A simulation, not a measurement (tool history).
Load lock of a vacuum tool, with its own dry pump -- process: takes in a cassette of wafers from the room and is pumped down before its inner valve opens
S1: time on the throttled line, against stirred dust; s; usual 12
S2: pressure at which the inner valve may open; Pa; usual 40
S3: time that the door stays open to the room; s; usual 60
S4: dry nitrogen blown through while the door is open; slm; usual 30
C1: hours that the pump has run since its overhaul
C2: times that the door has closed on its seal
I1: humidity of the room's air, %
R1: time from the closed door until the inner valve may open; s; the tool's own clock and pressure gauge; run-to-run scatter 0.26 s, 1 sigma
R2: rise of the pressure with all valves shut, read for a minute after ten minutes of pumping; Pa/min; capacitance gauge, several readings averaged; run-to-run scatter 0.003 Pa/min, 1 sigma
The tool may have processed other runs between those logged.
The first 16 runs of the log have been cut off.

run    hour  S1  S2   S3  S4    C1    C2    I1    R1     R2
     1877.2  -- door's seal changed, seat wiped
 17  2018.2  12  40   60  30  3639   552  44.3  19.4  0.028
 18  2186.6  12  40   60  30  3807  1211    46  19.3  0.033
 19  2357.6  12  40   60  30  3978  1880  46.1  19.1  0.043
 20  2505.6  12  40   60  30  4127  2459  42.7  19.3  0.053
 21    2639  12  40   60  30  4260  2981  41.1  19.7  0.055
 22  2742.7  12  40   60  30  4364  3387  46.2  19.3  0.063
 23  2815.9  12  29  116  30  4437  3673  41.7  20.1  0.066
 24  2893.8  12  33   60  30  4515  3978  47.5  19.1  0.074
 25  3051.4  12  33   60  30  4672  4595  43.7  19.3  0.079
 26  3216.2   8  33   60  30  4837  5240  44.9  16.3  0.092
 27  3333.2   7  40   60   7  4954  5698  43.9  15.9  0.117
 28  3483.7  12  54   89  30  5105  6287  42.3  18.9  0.112
 29  3577.4  12  41   89  30  5198  6653  44.8  18.6  0.127

Predict the results of run 30:
 30  3647.7  12  29  60  41  5269  6928  46.9   ?   ?

Run 30 gave R1 19.7 s, R2 0.127 Pa/min.
Had the tool carried no hidden state, the very same run would have given R1 19.3 s, R2 0.017 Pa/min.
